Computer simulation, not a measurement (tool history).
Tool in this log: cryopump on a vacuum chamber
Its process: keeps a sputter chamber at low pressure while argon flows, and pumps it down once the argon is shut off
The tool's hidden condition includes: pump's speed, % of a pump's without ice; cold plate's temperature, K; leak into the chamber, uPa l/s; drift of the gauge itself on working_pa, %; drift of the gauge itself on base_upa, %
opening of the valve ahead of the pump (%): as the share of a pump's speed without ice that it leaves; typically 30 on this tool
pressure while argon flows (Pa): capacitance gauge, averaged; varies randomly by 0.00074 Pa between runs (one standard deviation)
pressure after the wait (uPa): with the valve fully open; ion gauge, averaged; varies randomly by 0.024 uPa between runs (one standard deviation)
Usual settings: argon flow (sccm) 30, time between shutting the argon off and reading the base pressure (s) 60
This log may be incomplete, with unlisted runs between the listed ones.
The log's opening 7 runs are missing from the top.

| run | hour | argon flow (sccm) | time between shutting the argon off and reading the base pressure (s) | opening of the valve ahead of the pump (%) | hours of work since the pump was warmed up and emptied | hours of work since the cold head was overhauled | hours of work since the chamber's fittings were tightened | pressure while argon flows (Pa) | pressure after the wait (uPa) |
|---|---|---|---|---|---|---|---|---|---|
| 8 | 163.4 | 30 | 60 | 30 | 95 | 849 | 1797 | 0.1371 | 1.58 |
| 9 | 188.6 | 30 | 60 | 46 | 109 | 864 | 1811 | 0.0920 | 1.65 |
| 10 | 216.0 | 30 | 60 | 46 | 125 | 879 | 1826 | 0.0905 | 1.66 |
| 11 | 233.9 | 30 | 60 | 23 | 135 | 889 | 1836 | 0.1787 | 1.66 |
| 12 | 256.7 | 30 | 115 | 23 | 148 | 902 | 1849 | 0.1795 | 1.39 |
| 13 | 275.2 | 30 | 60 | 53 | 158 | 912 | 1860 | 0.0783 | 1.68 |
| 14 | 296.0 | 30 | 60 | 30 | 170 | 924 | 1871 | 0.1380 | 1.69 |
| 15 | 327.6 | 30 | 60 | 30 | 187 | 942 | 1889 | 0.1374 | 1.66 |
| 16 | 350.8 | 30 | 60 | 30 | 200 | 955 | 1902 | 0.1383 | 1.67 |
| 17 | 383.2 | 30 | 60 | 30 | 219 | 973 | 1920 | 0.1377 | 1.70 |
| 18 | 409.7 | 30 | 60 | 30 | 234 | 988 | 1935 | 0.1393 | 1.78 |
| 19 | 431.9 | 30 | 20 | 41 | 246 | 1000 | 1948 | 0.1015 | 3.07 |
|  | 445.5 | leaking fittings of the chamber tightened, without venting |
| 20 | 447.6 | 30 | 20 | 41 | 254 | 1008 | 1 | 0.1022 | 2.14 |
| 21 | 468.0 | 30 | 20 | 41 | 265 | 1019 | 13 | 0.1017 | 2.25 |
| 22 | 496.4 | 55 | 119 | 18 | 281 | 1035 | 29 | 0.4220 | 0.67 |
| 23 | 524.8 | 15 | 67 | 54 | 297 | 1051 | 45 | 0.0391 | 0.90 |
| 24 | 542.4 | 15 | 89 | 25 | 307 | 1061 | 54 | 0.0827 | 0.75 |
| 25 | 562.2 | 13 | 130 | 36 | 318 | 1072 | 66 | 0.0504 | 0.64 |
| 26 | 585.4 | 13 | 130 | 36 | 331 | 1085 | 79 | 0.0517 | 0.63 |
| 27 | 613.5 | 13 | 130 | 36 | 347 | 1101 | 94 | 0.0505 | 0.65 |
| 28 | 642.6 | 13 | 33 | 24 | 363 | 1118 | 111 | 0.0746 | 1.49 |
| 29 | 666.0 | 30 | 36 | 23 | 376 | 1131 | 124 | 0.1816 | 1.43 |
| 30 | 680.4 | 30 | 52 | 53 | 385 | 1139 | 132 | 0.0810 | 1.13 |
| 31 | 703.5 | 30 | 277 | 30 | 398 | 1152 | 145 | 0.1412 | 0.54 |
| 32 | 726.7 | 29 | 84 | 44 | 411 | 1165 | 158 | 0.0956 | 0.83 |

Run 33 comes next. What will it give?
| 33 | 758.2 | 29 | 84 | 44 | 428 | 1182 | 176 | ? | ? |

{"run 33": {"pressure while argon flows (Pa)": 0.0954, "pressure after the wait (uPa)": 0.82}}
Had the tool carried no hidden state, the very same run would have given pressure while argon flows (Pa) 0.0896, pressure after the wait (uPa) 0.65.
